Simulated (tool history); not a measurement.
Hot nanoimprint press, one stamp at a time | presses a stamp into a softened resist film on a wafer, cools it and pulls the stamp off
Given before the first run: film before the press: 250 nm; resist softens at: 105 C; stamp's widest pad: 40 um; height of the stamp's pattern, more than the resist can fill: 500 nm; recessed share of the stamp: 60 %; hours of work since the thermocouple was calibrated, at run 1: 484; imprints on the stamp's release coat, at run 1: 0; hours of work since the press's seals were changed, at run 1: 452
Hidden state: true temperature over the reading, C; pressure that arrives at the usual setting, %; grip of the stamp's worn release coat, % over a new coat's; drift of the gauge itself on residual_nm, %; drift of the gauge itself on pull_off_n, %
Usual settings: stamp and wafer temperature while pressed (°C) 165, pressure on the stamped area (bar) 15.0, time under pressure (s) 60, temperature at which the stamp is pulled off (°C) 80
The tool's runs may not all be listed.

run,hour,stamp and wafer temperature while pressed (°C),pressure on the stamped area (bar),time under pressure (s),temperature at which the stamp is pulled off (°C),hours of work since the thermocouple was calibrated,imprints on the stamp's release coat,hours of work since the press's seals were changed,resist left under the stamp's widest pad (Å),greatest force while the stamp is pulled off (N)
1,0.0,165,15.0,60,80,484,0,452,1011,136.6
2,36.2,160,15.0,60,80,503,85,470,1296,137.6
3,88.5,160,11.6,60,80,530,208,497,1418,136.1
4,125.7,160,11.6,60,80,549,296,516,1417,137.7
# hour 142.0: plate thermocouple calibrated
5,187.0,160,11.6,60,80,23,433,546,1414,138.0
6,247.0,165,15.0,60,80,54,574,577,1015,136.2
# hour 265.3: stamp cleaned and given a new release coat
7,300.8,165,15.0,60,80,79,84,602,1021,136.6
8,330.8,165,18.9,60,80,94,155,617,915,135.7
9,368.4,165,15.0,60,80,113,243,637,1019,137.0
10,406.5,165,15.0,60,80,133,333,656,1019,135.4
11,457.7,165,15.0,60,80,159,453,683,1017,136.2
12,511.4,165,15.0,60,80,187,580,710,1015,138.2
# hour 527.1: stamp cleaned and given a new release coat
13,561.5,165,15.0,46,80,210,81,733,1126,137.4
14,623.9,165,15.0,46,80,242,228,765,1139,136.2
15,656.4,165,15.0,46,80,258,304,782,1134,137.0
16,705.4,165,15.0,112,80,284,420,807,775,138.1
17,766.0,165,15.0,112,80,315,562,838,779,136.5
# hour 785.6: stamp cleaned and given a new release coat
18,837.0,156,19.2,40,70,348,121,871,1618,148.3
19,869.1,165,15.0,44,68,365,197,888,1150,152.6
20,915.4,165,9.3,60,80,389,306,912,1237,136.2
21,965.7,165,15.0,34,80,414,424,938,1271,136.0
22,1019.0,163,15.0,60,80,442,550,965,1119,137.0

Run 23 has not been measured yet. What should we expect?
# hour 1044.6: stamp cleaned and given a new release coat
23,1081.2,163,15.0,54,84,471,86,994,?,?

Run 23 yielded resist left under the stamp's widest pad (Å) 1169, greatest force while the stamp is pulled off (N) 131.1.
Were there no unlogged condition in the tool, this run, its random variation unchanged, would have produced resist left under the stamp's widest pad (Å) 1167, greatest force while the stamp is pulled off (N) 131.0.
